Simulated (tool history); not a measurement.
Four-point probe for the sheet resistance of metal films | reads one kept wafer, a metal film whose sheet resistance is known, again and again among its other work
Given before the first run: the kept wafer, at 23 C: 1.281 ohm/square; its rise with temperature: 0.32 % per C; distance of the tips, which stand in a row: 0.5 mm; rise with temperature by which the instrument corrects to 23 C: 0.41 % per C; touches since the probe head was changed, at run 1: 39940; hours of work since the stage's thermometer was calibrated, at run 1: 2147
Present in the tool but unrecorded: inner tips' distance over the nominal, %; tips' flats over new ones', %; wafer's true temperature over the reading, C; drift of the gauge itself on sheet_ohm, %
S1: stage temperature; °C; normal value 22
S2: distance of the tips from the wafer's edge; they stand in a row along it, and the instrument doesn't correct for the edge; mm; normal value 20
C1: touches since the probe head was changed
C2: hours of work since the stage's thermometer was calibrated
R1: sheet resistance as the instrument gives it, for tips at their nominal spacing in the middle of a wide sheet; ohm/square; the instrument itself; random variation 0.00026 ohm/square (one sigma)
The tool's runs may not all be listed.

{"run": 1, "hour": 0.0, "S1": 22, "S2": 20, "C1": 39940, "C2": 2147, "R1": 1.288363}
{"run": 2, "hour": 51.3, "S1": 22, "S2": 20, "C1": 41404, "C2": 2185, "R1": 1.288341}
{"run": 3, "hour": 104.3, "S1": 22, "S2": 20, "C1": 42914, "C2": 2224, "R1": 1.288361}
{"run": 4, "hour": 157.0, "S1": 22, "S2": 11, "C1": 44415, "C2": 2262, "R1": 1.289517}
{"run": 5, "hour": 181.1, "S1": 22, "S2": 11, "C1": 45104, "C2": 2280, "R1": 1.289023}
{"run": 6, "hour": 204.9, "S1": 22, "S2": 4, "C1": 45781, "C2": 2297, "R1": 1.298223}
{"run": 7, "hour": 231.8, "S1": 22, "S2": 4, "C1": 46548, "C2": 2317, "R1": 1.29833}
{"run": 8, "hour": 263.2, "S1": 34, "S2": 20, "C1": 47444, "C2": 2340, "R1": 1.274606}
{"run": 9, "hour": 315.3, "S1": 28, "S2": 20, "C1": 48929, "C2": 2379, "R1": 1.28126}
{"run": 10, "hour": 362.3, "S1": 28, "S2": 20, "C1": 50268, "C2": 2413, "R1": 1.281476}
{"run": 11, "hour": 391.0, "S1": 28, "S2": 20, "C1": 51086, "C2": 2434, "R1": 1.281346}
{"run": 12, "hour": 416.3, "S1": 22, "S2": 11, "C1": 51808, "C2": 2453, "R1": 1.28996}
{"hour": 456.2, "done": "stage's thermometer calibrated"}
{"run": 13, "hour": 466.1, "S1": 22, "S2": 11, "C1": 53213, "C2": 7, "R1": 1.291644}
{"run": 14, "hour": 490.5, "S1": 22, "S2": 11, "C1": 53910, "C2": 25, "R1": 1.291526}

Run 15 has not been measured yet. What should we expect?
{"run": 15, "hour": 528.4, "S1": 22, "S2": 4, "C1": 54990, "C2": 53, "R1": "?"}

{"run 15": {"R1": 1.300749}}
With the hidden condition absent and the run-to-run variation left alone, this run would have shown R1 1.292720 ohm/square.

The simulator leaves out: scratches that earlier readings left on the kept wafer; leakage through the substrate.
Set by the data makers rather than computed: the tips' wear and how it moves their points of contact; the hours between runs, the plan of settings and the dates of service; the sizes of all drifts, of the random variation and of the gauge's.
